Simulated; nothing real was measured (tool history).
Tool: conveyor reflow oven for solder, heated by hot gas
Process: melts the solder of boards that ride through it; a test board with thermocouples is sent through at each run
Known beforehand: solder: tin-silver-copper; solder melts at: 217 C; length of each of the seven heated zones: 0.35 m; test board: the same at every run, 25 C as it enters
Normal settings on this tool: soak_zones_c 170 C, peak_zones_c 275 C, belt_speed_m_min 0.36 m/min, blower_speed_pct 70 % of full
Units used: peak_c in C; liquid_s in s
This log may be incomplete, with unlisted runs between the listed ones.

run   hour  soak_zones_c  peak_zones_c  belt_speed_m_min  blower_speed_pct  peak_c  liquid_s
  1      0           170           275              0.36                70     262      96.2
  2   12.2           170           275              0.36                70   262.1        96
  3   19.8           170           275              0.36                70   262.4        96
  4   30.5           170           275              0.36                70   262.2      95.7
  5   39.5           181           275              0.36                70   263.7     103.2
  6     50           170           275              0.36                70   261.8      95.8
  7   60.7           170           275              0.36                70     262      95.8
  8   72.2           170           275              0.36                70   261.8        96
  9   81.4           170           275              0.36                70     262      95.8
 10   90.9           170           275              0.36                70   261.5      96.1
 11    100           170           275              0.36                70   261.4      95.9
 12  107.9           170           275             0.339                70   263.8     104.6
 13  116.7           170           275             0.339                70   263.5     104.3
 14  121.8           170           275              0.36                87   264.6        99
 15  133.1           170           275              0.36                87   264.5      98.6
 16  142.5           170           275              0.36                70   262.2      95.9
 17  151.5           156           273             0.336                62   258.4      93.6
 18  161.9           170           272             0.404                70   255.8      78.9
 19    173           183           275             0.424                70     259      84.1
 20  184.2           183           275             0.424                70   259.2      83.9
 21  193.7           183           275             0.424                70   258.6      83.9
 22  201.8           183           275             0.303                70   267.7     127.9
 23  213.4           166           266             0.317                64   255.8       102
 24    222           184           266             0.317                61   257.3       114
 25  230.7           184           271             0.317                57   261.2       117
 26    242           184           271             0.317                57   260.7     117.4
 27  254.1           170           275             0.416                65     256      76.6
 28  260.1           170           275             0.416                65   255.7        77
 29  270.9           170           264             0.296                65     256     112.7
 30  282.1           157           264             0.339                64   251.1      84.4
 31    289           171           264             0.355                70   252.1      89.4

Branching from run 31: 4 alternative next runs. What would each branch give?
  A  300.8           176           264             0.355                53       ?         ?
  B  300.8           170           285              0.36                83       ?         ?
  C  300.8           175           270             0.355                51       ?         ?
  D  300.8           171           264             0.397                50       ?         ?

run  peak_c  liquid_s
  A     250      87.5
  B   273.3     104.4
  C   254.2      92.3
  D   244.6      67.7
With the hidden condition removed and each run's random variation left untouched, the same runs would have given:
run  peak_c  liquid_s
  A     250      87.6
  B   273.3     104.4
  C   254.2      92.4
  D   244.6      67.8

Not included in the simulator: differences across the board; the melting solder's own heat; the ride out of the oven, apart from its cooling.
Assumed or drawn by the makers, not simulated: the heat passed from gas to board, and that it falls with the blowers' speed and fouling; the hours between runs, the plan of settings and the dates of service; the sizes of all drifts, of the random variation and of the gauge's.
